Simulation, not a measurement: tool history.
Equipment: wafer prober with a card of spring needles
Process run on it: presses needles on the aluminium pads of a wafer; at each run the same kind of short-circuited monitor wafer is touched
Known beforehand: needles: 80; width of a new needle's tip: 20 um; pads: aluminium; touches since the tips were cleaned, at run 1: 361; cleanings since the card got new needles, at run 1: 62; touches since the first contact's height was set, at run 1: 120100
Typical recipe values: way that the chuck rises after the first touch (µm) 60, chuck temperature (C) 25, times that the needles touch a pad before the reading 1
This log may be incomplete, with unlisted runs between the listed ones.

run	day	way that the chuck rises after the first touch (µm)	chuck temperature (C)	times that the needles touch a pad before the reading	touches since the tips were cleaned	cleanings since the card got new needles	touches since the first contact's height was set	resistance of one needle with its contact and lead (mohm)	way that a needle slides on the pad (µm)
1	0.000	60	25	1	361	62	120100	275	11.30
# day 0.112: tips cleaned on abrasive film
# day 0.267: tips cleaned on abrasive film
2	0.288	60	25	1	319	64	123951	277	10.85
# day 0.408: tips cleaned on abrasive film
# day 0.546: tips cleaned on abrasive film
# day 0.688: tips cleaned on abrasive film
3	0.729	47	25	1	572	67	129839	285	7.96
# day 0.821: tips cleaned on abrasive film
# day 0.954: tips cleaned on abrasive film
# day 1.100: tips cleaned on abrasive film
4	1.150	47	25	1	720	70	135473	291	7.99
# day 1.246: tips cleaned on abrasive film
# day 1.308: tips cleaned on abrasive film, once more
# day 1.446: tips cleaned on abrasive film
5	1.550	47	25	1	1410	73	140784	304	8.09
# day 1.583: tips cleaned on abrasive film
# day 1.738: tips cleaned on abrasive film
# day 1.879: tips cleaned on abrasive film
6	1.983	53	25	1	1454	76	146589	294	8.97
# day 2.017: tips cleaned on abrasive film
# day 2.158: tips cleaned on abrasive film
7	2.225	53	25	1	873	78	149773	289	9.17
# day 2.308: tips cleaned on abrasive film
# day 2.450: tips cleaned on abrasive film
8	2.567	60	25	1	1660	80	154411	292	10.67
# day 2.592: tips cleaned on abrasive film
# day 2.733: tips cleaned on abrasive film
9	2.842	58	25	1	1527	82	158081	289	10.17
# day 2.871: tips cleaned on abrasive film
# day 3.017: tips cleaned on abrasive film
# day 3.158: tips cleaned on abrasive film
10	3.188	58	25	1	367	85	162620	284	10.08
# day 3.292: tips cleaned on abrasive film
# day 3.438: tips cleaned on abrasive film
11	3.558	58	25	1	1676	87	167645	295	9.99
# day 3.588: tips cleaned on abrasive film
# day 3.733: tips cleaned on abrasive film
12	3.758	60	25	1	342	89	170272	280	10.34
# day 3.862: tips cleaned on abrasive film
# day 4.004: tips cleaned on abrasive film
13	4.004	60	25	1	0	91	173538	276	10.39
# day 4.162: tips cleaned on abrasive film
# day 4.304: tips cleaned on abrasive film
14	4.350	60	25	1	598	93	178149	279	10.17
# day 4.404: height of the first contact set anew
# day 4.467: tips cleaned on abrasive film
# day 4.604: tips cleaned on abrasive film
15	4.604	40	69	1	0	95	2623	295	8.30
# day 4.742: tips cleaned on abrasive film
# day 4.879: tips cleaned on abrasive film
16	4.879	48	60	2	0	97	6291	285	9.79
# day 5.012: tips cleaned on abrasive film
# day 5.142: tips cleaned on abrasive film
17	5.246	48	60	2	1444	99	11253	301	9.75
# day 5.283: tips cleaned on abrasive film
# day 5.417: tips cleaned on abrasive film
# day 5.562: tips cleaned on abrasive film
18	5.662	72	65	1	1357	102	16774	290	14.73
# day 5.696: tips cleaned on abrasive film
# day 5.829: tips cleaned on abrasive film
19	5.946	66	112	2	1603	104	20583	299	13.46
# day 5.975: tips cleaned on abrasive film
# day 6.121: tips cleaned on abrasive film
20	6.138	45	41	1	247	106	23105	290	9.00
# day 6.254: tips cleaned on abrasive film
21	6.371	60	25	2	1619	107	26233	279	12.14
# day 6.400: tips cleaned on abrasive film
# day 6.529: tips cleaned on abrasive film
22	6.642	60	25	1	1567	109	29871	285	12.05
# day 6.671: tips cleaned on abrasive film
# day 6.821: tips cleaned on abrasive film
# day 6.971: tips cleaned on abrasive film
23	7.029	54	62	2	769	112	35012	292	10.85
# day 7.104: tips cleaned on abrasive film
# day 7.254: tips cleaned on abrasive film
# day 7.383: tips cleaned on abrasive film
24	7.433	42	62	1	689	115	40391	305	8.12
# day 7.517: tips cleaned on abrasive film
# day 7.667: tips cleaned on abrasive film
25	7.667	60	103	1	0	117	43487	297	12.00
# day 7.817: tips cleaned on abrasive film
26	7.938	60	49	1	1640	118	47153	292	12.00
# day 7.962: tips cleaned on abrasive film
# day 8.108: tips cleaned on abrasive film
27	8.154	60	49	1	664	120	50058	285	11.75
# day 8.246: tips cleaned on abrasive film
# day 8.396: tips cleaned on abrasive film
# day 8.525: tips cleaned on abrasive film
28	8.588	66	50	1	885	123	55853	287	13.22

4 options for the next run, each taken on its own from the tool as it stands now. Forecast them:
# day 8.667: tips cleaned on abrasive film
# day 8.812: tips cleaned on abrasive film
# day 8.962: tips cleaned on abrasive film
A	8.962	60	33	2	0	126	60797	?	?
# day 8.667: tips cleaned on abrasive film
# day 8.812: tips cleaned on abrasive film
# day 8.962: tips cleaned on abrasive film
B	8.962	54	83	1	0	126	60797	?	?
# day 8.667: tips cleaned on abrasive film
# day 8.812: tips cleaned on abrasive film
# day 8.962: tips cleaned on abrasive film
C	8.962	41	42	1	0	126	60797	?	?
# day 8.667: tips cleaned on abrasive film
# day 8.812: tips cleaned on abrasive film
# day 8.962: tips cleaned on abrasive film
D	8.962	61	50	2	0	126	60797	?	?

run	resistance of one needle with its contact and lead (mohm)	way that a needle slides on the pad (µm)
A	276	11.73
B	293	10.58
C	290	7.78
D	276	11.89
The same runs, with their run-to-run variation unchanged, on a tool lacking any hidden condition would have given:
run	resistance of one needle with its contact and lead (mohm)	way that a needle slides on the pad (µm)
A	272	12.23
B	287	11.08
C	280	8.27
D	272	12.38
